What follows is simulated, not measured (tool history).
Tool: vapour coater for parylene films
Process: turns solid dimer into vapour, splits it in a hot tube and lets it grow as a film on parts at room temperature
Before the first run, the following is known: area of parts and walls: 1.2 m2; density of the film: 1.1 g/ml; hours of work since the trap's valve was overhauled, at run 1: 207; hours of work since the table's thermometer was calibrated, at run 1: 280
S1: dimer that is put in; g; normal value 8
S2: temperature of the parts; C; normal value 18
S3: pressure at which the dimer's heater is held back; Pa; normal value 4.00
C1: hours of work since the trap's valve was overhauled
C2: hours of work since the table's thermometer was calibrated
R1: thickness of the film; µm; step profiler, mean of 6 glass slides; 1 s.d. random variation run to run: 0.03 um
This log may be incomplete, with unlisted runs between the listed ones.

run,day,S1,S2,S3,C1,C2,R1
1,0.000,8,18,4.00,207,280,2.69
2,1.904,8,18,4.51,234,308,2.64
3,4.096,8,18,4.51,266,340,2.63
4,5.712,8,18,4.00,290,363,2.65
5,7.100,8,18,4.00,310,383,2.69
6,8.558,8,18,4.00,331,404,2.73
7,10.262,6,18,4.00,355,429,1.96
8,12.646,6,18,4.00,390,463,1.99
9,13.862,6,18,4.00,408,481,2.00
10,16.000,6,18,7.77,439,512,1.77
11,17.392,6,18,7.77,459,532,1.71
# day 18.046: trap's valve overhauled
12,18.879,6,18,7.77,12,551,1.69
13,21.212,9,18,4.00,46,585,2.78
14,23.383,8,18,4.00,77,616,2.43
15,25.421,8,18,4.00,107,646,2.45
16,27.104,7,18,4.00,131,670,2.10
# day 29.100: trap's valve overhauled, once more
17,29.100,8,12,5.55,0,697,3.29
18,30.812,8,12,5.55,25,722,3.29
19,32.575,7,19,8.01,50,747,2.18
20,34.362,7,19,8.01,76,773,2.23
21,37.342,9,15,6.86,119,816,3.23
22,38.967,5,14,5.77,143,840,1.87
23,40.625,4,22,6.91,167,864,1.19
24,42.454,4,22,6.91,193,890,1.13
25,44.312,10,18,6.76,220,917,3.12
26,46.475,5,13,5.36,252,948,1.89
27,47.779,5,13,5.36,270,967,1.90
28,50.142,10,11,2.74,305,1001,4.49
29,52.596,3,11,4.00,340,1037,1.28
30,55.467,3,11,4.00,382,1079,1.23
31,58.425,11,28,4.00,425,1121,2.68

Each row is a separate what-if for the run after 31, all from the same tool condition, not one after another. Results?
A,59.650,8,28,4.00,442,1139,?
B,59.650,11,28,10.84,442,1139,?
C,59.650,11,13,2.55,442,1139,?

run,R1
A,2.00
B,2.25
C,4.55
Stripped of hidden state, with their random variation kept, the same runs would have yielded:
run,R1
A,2.15
B,2.43
C,4.89
